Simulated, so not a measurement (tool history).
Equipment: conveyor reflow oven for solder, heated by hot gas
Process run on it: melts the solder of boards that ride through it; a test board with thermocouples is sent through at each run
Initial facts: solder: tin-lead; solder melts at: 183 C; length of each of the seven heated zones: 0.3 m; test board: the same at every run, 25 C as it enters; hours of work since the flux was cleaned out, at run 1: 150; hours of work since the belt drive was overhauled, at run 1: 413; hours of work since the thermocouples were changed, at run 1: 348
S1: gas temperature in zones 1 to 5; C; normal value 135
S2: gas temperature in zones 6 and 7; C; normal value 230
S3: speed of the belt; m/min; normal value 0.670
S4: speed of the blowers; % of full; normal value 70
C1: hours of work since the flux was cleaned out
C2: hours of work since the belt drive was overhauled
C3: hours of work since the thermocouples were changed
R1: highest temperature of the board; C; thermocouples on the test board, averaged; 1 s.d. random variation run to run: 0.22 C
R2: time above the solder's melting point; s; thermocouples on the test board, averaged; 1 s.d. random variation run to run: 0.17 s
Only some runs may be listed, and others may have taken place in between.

{"run": 1, "hour": 0.0, "S1": 135, "S2": 230, "S3": 0.67, "S4": 70, "C1": 150, "C2": 413, "C3": 348, "R1": 210.6, "R2": 35.1}
{"run": 2, "hour": 19.0, "S1": 135, "S2": 230, "S3": 0.67, "S4": 70, "C1": 160, "C2": 423, "C3": 358, "R1": 210.2, "R2": 35.2}
{"run": 3, "hour": 28.9, "S1": 128, "S2": 230, "S3": 0.67, "S4": 70, "C1": 164, "C2": 428, "C3": 363, "R1": 208.6, "R2": 32.4}
{"run": 4, "hour": 39.9, "S1": 128, "S2": 230, "S3": 0.67, "S4": 70, "C1": 170, "C2": 433, "C3": 368, "R1": 209.4, "R2": 32.6}
{"run": 5, "hour": 53.0, "S1": 128, "S2": 230, "S3": 0.67, "S4": 70, "C1": 176, "C2": 440, "C3": 374, "R1": 209.0, "R2": 32.4}
{"run": 6, "hour": 65.0, "S1": 128, "S2": 230, "S3": 0.67, "S4": 70, "C1": 182, "C2": 446, "C3": 380, "R1": 208.8, "R2": 32.6}
{"run": 7, "hour": 81.0, "S1": 120, "S2": 230, "S3": 0.67, "S4": 70, "C1": 190, "C2": 454, "C3": 388, "R1": 206.6, "R2": 29.2}
{"run": 8, "hour": 94.8, "S1": 135, "S2": 230, "S3": 0.67, "S4": 70, "C1": 197, "C2": 460, "C3": 395, "R1": 209.9, "R2": 34.8}
{"run": 9, "hour": 113.6, "S1": 135, "S2": 230, "S3": 0.67, "S4": 70, "C1": 207, "C2": 470, "C3": 405, "R1": 210.2, "R2": 34.7}
{"run": 10, "hour": 131.4, "S1": 135, "S2": 230, "S3": 0.67, "S4": 70, "C1": 215, "C2": 479, "C3": 413, "R1": 209.6, "R2": 34.6}
{"run": 11, "hour": 144.8, "S1": 135, "S2": 230, "S3": 0.67, "S4": 70, "C1": 222, "C2": 485, "C3": 420, "R1": 209.6, "R2": 34.5}
{"run": 12, "hour": 169.2, "S1": 135, "S2": 230, "S3": 0.67, "S4": 70, "C1": 234, "C2": 497, "C3": 432, "R1": 209.5, "R2": 34.3}
{"hour": 176.2, "done": "flux residue cleaned out of gas plates and filters"}
{"run": 13, "hour": 192.2, "S1": 135, "S2": 227, "S3": 0.67, "S4": 70, "C1": 8, "C2": 506, "C3": 441, "R1": 209.2, "R2": 34.8}
{"run": 14, "hour": 206.3, "S1": 135, "S2": 230, "S3": 0.67, "S4": 70, "C1": 15, "C2": 513, "C3": 448, "R1": 211.9, "R2": 36.3}
{"run": 15, "hour": 224.0, "S1": 135, "S2": 230, "S3": 0.754, "S4": 70, "C1": 24, "C2": 522, "C3": 457, "R1": 207.4, "R2": 29.2}
{"run": 16, "hour": 234.0, "S1": 135, "S2": 230, "S3": 0.754, "S4": 70, "C1": 29, "C2": 527, "C3": 462, "R1": 207.9, "R2": 29.0}
{"run": 17, "hour": 247.1, "S1": 140, "S2": 230, "S3": 0.758, "S4": 70, "C1": 35, "C2": 534, "C3": 468, "R1": 208.4, "R2": 30.6}
{"run": 18, "hour": 267.8, "S1": 123, "S2": 222, "S3": 0.704, "S4": 53, "C1": 46, "C2": 544, "C3": 479, "R1": 193.4, "R2": 14.6}
{"run": 19, "hour": 284.0, "S1": 123, "S2": 238, "S3": 0.704, "S4": 53, "C1": 54, "C2": 552, "C3": 487, "R1": 205.7, "R2": 26.6}
{"run": 20, "hour": 298.4, "S1": 135, "S2": 230, "S3": 0.67, "S4": 56, "C1": 61, "C2": 559, "C3": 494, "R1": 206.3, "R2": 31.4}
{"run": 21, "hour": 316.3, "S1": 135, "S2": 244, "S3": 0.67, "S4": 77, "C1": 70, "C2": 568, "C3": 503, "R1": 225.0, "R2": 44.0}
{"run": 22, "hour": 338.4, "S1": 135, "S2": 244, "S3": 0.67, "S4": 77, "C1": 81, "C2": 579, "C3": 514, "R1": 225.3, "R2": 43.6}
{"run": 23, "hour": 359.4, "S1": 135, "S2": 237, "S3": 0.71, "S4": 62, "C1": 91, "C2": 590, "C3": 524, "R1": 211.8, "R2": 33.3}
{"run": 24, "hour": 380.4, "S1": 135, "S2": 237, "S3": 0.694, "S4": 62, "C1": 102, "C2": 600, "C3": 535, "R1": 212.5, "R2": 34.5}
{"run": 25, "hour": 392.5, "S1": 135, "S2": 238, "S3": 0.658, "S4": 63, "C1": 107, "C2": 606, "C3": 541, "R1": 215.4, "R2": 39.0}
{"run": 26, "hour": 406.6, "S1": 126, "S2": 228, "S3": 0.673, "S4": 81, "C1": 115, "C2": 613, "C3": 548, "R1": 209.9, "R2": 33.7}
{"run": 27, "hour": 429.1, "S1": 130, "S2": 239, "S3": 0.686, "S4": 81, "C1": 126, "C2": 624, "C3": 559, "R1": 220.2, "R2": 39.1}
{"run": 28, "hour": 450.6, "S1": 130, "S2": 239, "S3": 0.686, "S4": 81, "C1": 136, "C2": 635, "C3": 570, "R1": 219.6, "R2": 39.1}
{"run": 29, "hour": 467.6, "S1": 124, "S2": 220, "S3": 0.543, "S4": 69, "C1": 145, "C2": 643, "C3": 578, "R1": 205.8, "R2": 38.1}
{"run": 30, "hour": 479.1, "S1": 137, "S2": 239, "S3": 0.718, "S4": 74, "C1": 151, "C2": 649, "C3": 584, "R1": 216.7, "R2": 37.0}
{"run": 31, "hour": 503.4, "S1": 139, "S2": 232, "S3": 0.645, "S4": 70, "C1": 163, "C2": 661, "C3": 596, "R1": 213.7, "R2": 40.2}

What differs in the tool's unlogged condition from the final listed run ahead of each entry between runs to the first listed run following it?
Run 12 -> run 13: flux residue cleaned out of gas plates and filters (hour 176.2)
  heat that the gas passes to the board, % of a clean oven's: 90.4 -> 99.4; belt's true speed, % of the reading: 99.29 -> 99.28; true gas temperature in zones 6 and 7 over the reading, C: -0.8 -> -0.83
  what was measured, less what the result would be without the hidden state, R1: -3.0 -> -0.6 C; R2: -2.1 -> -0.2 s
